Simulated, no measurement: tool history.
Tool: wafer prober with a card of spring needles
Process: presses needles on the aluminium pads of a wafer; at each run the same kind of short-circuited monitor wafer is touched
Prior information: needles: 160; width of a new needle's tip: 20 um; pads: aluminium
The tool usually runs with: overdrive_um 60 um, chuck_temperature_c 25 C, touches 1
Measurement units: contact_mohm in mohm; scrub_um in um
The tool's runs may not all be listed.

| run | day | overdrive_um | chuck_temperature_c | touches | contact_mohm | scrub_um |
|---|---|---|---|---|---|---|
| 1 | 0.000 | 60 | 25 | 1 | 205 | 14.86 |
|  | 0.417 | tips cleaned on abrasive film |
| 2 | 0.675 | 60 | 25 | 1 | 178 | 14.84 |
|  | 1.779 | tips cleaned on abrasive film |
| 3 | 1.779 | 60 | 25 | 1 | 165 | 14.76 |
| 4 | 2.571 | 60 | 25 | 1 | 205 | 14.78 |
|  | 3.183 | tips cleaned on abrasive film |
| 5 | 3.708 | 44 | 25 | 1 | 222 | 10.84 |
| 6 | 4.225 | 44 | 25 | 1 | 261 | 10.79 |
|  | 4.562 | tips cleaned on abrasive film |
| 7 | 5.221 | 44 | 25 | 1 | 234 | 10.69 |
|  | 5.933 | tips cleaned on abrasive film |
| 8 | 6.146 | 44 | 33 | 1 | 204 | 10.76 |
| 9 | 7.229 | 44 | 33 | 1 | 269 | 10.76 |
|  | 7.333 | tips cleaned on abrasive film |
| 10 | 8.104 | 44 | 33 | 1 | 240 | 10.67 |
|  | 8.696 | tips cleaned on abrasive film |
| 11 | 9.067 | 44 | 33 | 1 | 217 | 10.64 |
| 12 | 9.738 | 44 | 33 | 1 | 261 | 10.67 |
|  | 10.088 | tips cleaned on abrasive film |
| 13 | 10.762 | 44 | 33 | 1 | 235 | 10.65 |
| 14 | 11.333 | 60 | 25 | 1 | 223 | 14.57 |
|  | 11.467 | tips cleaned on abrasive film |
| 15 | 12.058 | 60 | 25 | 1 | 196 | 14.62 |
|  | 12.300 | height of the first contact set anew |
|  | 12.833 | tips cleaned on abrasive film |
| 16 | 13.271 | 60 | 25 | 1 | 189 | 14.85 |
| 17 | 13.979 | 60 | 25 | 2 | 194 | 14.83 |
|  | 14.208 | tips cleaned on abrasive film |
| 18 | 14.550 | 53 | 97 | 1 | 201 | 13.15 |
|  | 15.588 | tips cleaned on abrasive film |
| 19 | 15.588 | 53 | 25 | 2 | 162 | 13.12 |
| 20 | 16.717 | 53 | 25 | 2 | 202 | 13.07 |
|  | 17.004 | tips cleaned on abrasive film |
| 21 | 17.254 | 53 | 31 | 1 | 184 | 13.06 |
| 22 | 18.258 | 58 | 53 | 1 | 223 | 14.35 |
|  | 18.375 | tips cleaned on abrasive film |
| 23 | 18.983 | 71 | 38 | 2 | 178 | 17.55 |
| 24 | 19.483 | 78 | 124 | 2 | 192 | 19.30 |
|  | 19.796 | tips cleaned on abrasive film |
| 25 | 20.367 | 72 | 57 | 3 | 171 | 17.69 |
|  | 21.208 | tips cleaned on abrasive film |
| 26 | 21.442 | 60 | 25 | 2 | 172 | 14.73 |
| 27 | 22.192 | 60 | 25 | 2 | 188 | 14.66 |
|  | 22.629 | tips cleaned on abrasive film |
| 28 | 23.258 | 60 | 103 | 2 | 193 | 14.72 |
|  | 24.062 | tips cleaned on abrasive film |
| 29 | 24.271 | 62 | 76 | 1 | 185 | 15.18 |
| 30 | 24.988 | 62 | 76 | 1 | 218 | 15.11 |
|  | 25.462 | tips cleaned on abrasive film |
| 31 | 26.183 | 65 | 101 | 1 | 208 | 15.93 |
|  | 26.829 | tips cleaned on abrasive film |
| 32 | 27.350 | 65 | 101 | 1 | 196 | 15.87 |
| 33 | 28.012 | 53 | 32 | 1 | 236 | 12.88 |

Forecast each of these 5 alternatives for the next run:
|  | 28.208 | tips cleaned on abrasive film |
| A | 28.988 | 60 | 110 | 1 | ? | ? |
|  | 28.208 | tips cleaned on abrasive film |
| B | 28.988 | 42 | 63 | 2 | ? | ? |
|  | 28.208 | tips cleaned on abrasive film |
| C | 28.988 | 53 | 32 | 2 | ? | ? |
|  | 28.208 | tips cleaned on abrasive film |
| D | 28.988 | 48 | 47 | 1 | ? | ? |
|  | 28.208 | tips cleaned on abrasive film |
| E | 28.988 | 73 | 39 | 2 | ? | ? |

| run | contact_mohm | scrub_um |
|---|---|---|
| A | 215 | 14.63 |
| B | 225 | 10.16 |
| C | 197 | 12.87 |
| D | 235 | 11.67 |
| E | 179 | 17.88 |
With no hidden state in the tool, these same runs would have given:
| run | contact_mohm | scrub_um |
|---|---|---|
| A | 173 | 14.93 |
| B | 172 | 10.45 |
| C | 161 | 13.16 |
| D | 166 | 11.96 |
| E | 158 | 18.17 |
